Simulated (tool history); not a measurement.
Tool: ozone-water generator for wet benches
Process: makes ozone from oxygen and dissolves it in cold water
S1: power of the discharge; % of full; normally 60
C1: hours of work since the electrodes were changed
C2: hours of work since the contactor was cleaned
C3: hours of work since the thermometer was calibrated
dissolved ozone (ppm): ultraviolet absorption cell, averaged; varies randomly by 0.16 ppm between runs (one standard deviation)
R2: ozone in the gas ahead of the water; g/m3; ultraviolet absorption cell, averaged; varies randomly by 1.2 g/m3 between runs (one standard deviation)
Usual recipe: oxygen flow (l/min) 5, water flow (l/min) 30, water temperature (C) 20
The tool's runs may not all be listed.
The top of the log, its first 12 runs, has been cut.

Run 13, hour 692: usual settings but water temperature (C) 15; C1 1519; C2 454; C3 3350. Result: dissolved ozone (ppm) 20, R2 207 g/m3.
Run 14, hour 760.7: usual settings but water temperature (C) 15; C1 1564; C2 499; C3 3395. Result: dissolved ozone (ppm) 19.9, R2 209 g/m3.
Run 15, hour 794.5: usual settings but water temperature (C) 15; C1 1586; C2 522; C3 3417. Result: dissolved ozone (ppm) 19.6, R2 209.6 g/m3.
Run 16, hour 851.8: usual settings but water temperature (C) 15; C1 1623; C2 559; C3 3455. Result: dissolved ozone (ppm) 19.9, R2 210.6 g/m3.
Run 17, hour 905.5: usual settings but water temperature (C) 15; C1 1659; C2 595; C3 3490. Result: dissolved ozone (ppm) 20, R2 207.2 g/m3.
Run 18, hour 948: usual settings but S1 41 % of full, oxygen flow (l/min) 4.97, water flow (l/min) 35; C1 1687; C2 622; C3 3518. Result: dissolved ozone (ppm) 13.2, R2 163.5 g/m3.
Run 19, hour 991.6: usual settings but S1 41 % of full, oxygen flow (l/min) 4.97, water flow (l/min) 35; C1 1715; C2 651; C3 3547. Result: dissolved ozone (ppm) 13.1, R2 162.4 g/m3.
Run 20, hour 1030.6: usual settings but S1 41 % of full, oxygen flow (l/min) 4.97, water flow (l/min) 35; C1 1741; C2 677; C3 3572. Result: dissolved ozone (ppm) 12.9, R2 163.5 g/m3.
Run 21, hour 1089.2: usual settings but S1 41 % of full, oxygen flow (l/min) 3.75, water flow (l/min) 28, water temperature (C) 16; C1 1779; C2 715; C3 3611. Result: dissolved ozone (ppm) 14.6, R2 179 g/m3.

What does the tool deliver on the next run?
Run 22, hour 1136.3: usual settings but S1 41 % of full, oxygen flow (l/min) 3.75, water flow (l/min) 28, water temperature (C) 16; C1 1810; C2 746; C3 3642. Result: dissolved ozone (ppm) ?, R2 ?.

{"run 22": {"dissolved ozone (ppm)": 14.7, "R2": 178.3}}
With the hidden condition absent and the run-to-run variation left alone, this run would have shown dissolved ozone (ppm) 15.7, R2 187.5 g/m3.

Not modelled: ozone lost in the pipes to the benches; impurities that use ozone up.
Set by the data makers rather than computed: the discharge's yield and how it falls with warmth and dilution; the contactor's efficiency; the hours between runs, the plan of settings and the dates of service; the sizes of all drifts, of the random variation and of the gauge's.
